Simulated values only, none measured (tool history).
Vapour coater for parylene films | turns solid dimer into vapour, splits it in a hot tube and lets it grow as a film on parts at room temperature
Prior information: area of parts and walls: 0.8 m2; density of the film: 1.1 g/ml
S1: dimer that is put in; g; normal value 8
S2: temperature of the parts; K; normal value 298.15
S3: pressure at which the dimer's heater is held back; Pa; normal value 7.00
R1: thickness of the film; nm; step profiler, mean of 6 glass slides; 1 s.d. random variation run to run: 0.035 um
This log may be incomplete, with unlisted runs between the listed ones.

run     day  S1      S2     S3    R1
  1   0.000   8  298.15   7.00  4800
  2   0.854   8  298.15   7.00  4870
  3   1.662   8  298.15   7.00  4870
  4   2.233   8  293.15   7.00  5940
  5   2.938   8  293.15   9.62  5580
  6   3.338   8  298.15   7.00  4770
  7   4.162   8  298.15   7.00  4760
  8   4.692   8  298.15   7.00  4850
  9   5.567   8  298.15   7.00  4770
 10   6.242   8  298.15   7.00  4810
 11   6.975   8  298.15   7.00  4730
 12   7.688   8  298.15   7.00  4740
 13   8.162   8  295.15   7.00  5350
 14   8.575   8  298.15   6.49  4850
 15   9.212  12  298.15   7.00  7070
 16  10.096  12  298.15   7.00  7020
 17  10.596  10  298.15   7.00  5870
 18  11.250  10  298.15   7.00  5860
 19  11.954  10  298.15   7.00  5860
     12.583  -- trap's valve overhauled
 20  12.833  10  298.15   7.00  6250
 21  13.462  10  298.15   7.00  6240
 22  14.112   8  298.15   7.00  5020
 23  14.979   8  298.15   7.00  4940
 24  15.592   8  298.15   7.00  4930
 25  16.329   8  298.15   7.00  4940
 26  17.112   8  298.15   7.00  4950
 27  17.829   9  302.15   7.00  4680
 28  18.500   9  302.15   7.00  4700
 29  18.875   9  302.15   7.00  4690
 30  19.458   8  297.15   7.00  5110
 31  19.879   4  302.15   4.84  2220
 32  20.642  12  298.15   7.00  7280
 33  21.471  12  295.15   7.90  8070
 34  22.238   6  307.15   7.90  2460
 35  22.846   8  298.15   4.96  5130
 36  23.371   7  300.15   6.41  3920
 37  23.892   7  300.15   6.41  3960
 38  24.596   4  300.15   6.41  2270
 39  25.404   3  302.15   8.92  1500
 40  26.188   8  307.15   9.26  3120
 41  26.721  10  298.15   3.72  6650
 42  27.425   9  297.15   4.15  6090
 43  27.862   6  295.15   4.68  4320
 44  28.275   9  306.15  10.88  3520

What will run 45 give?
 45  29.100   9  306.15  10.88   ?

{"run 45": {"R1": 3540}}
Had the tool carried no hidden state, the very same run would have given R1 3820 nm.
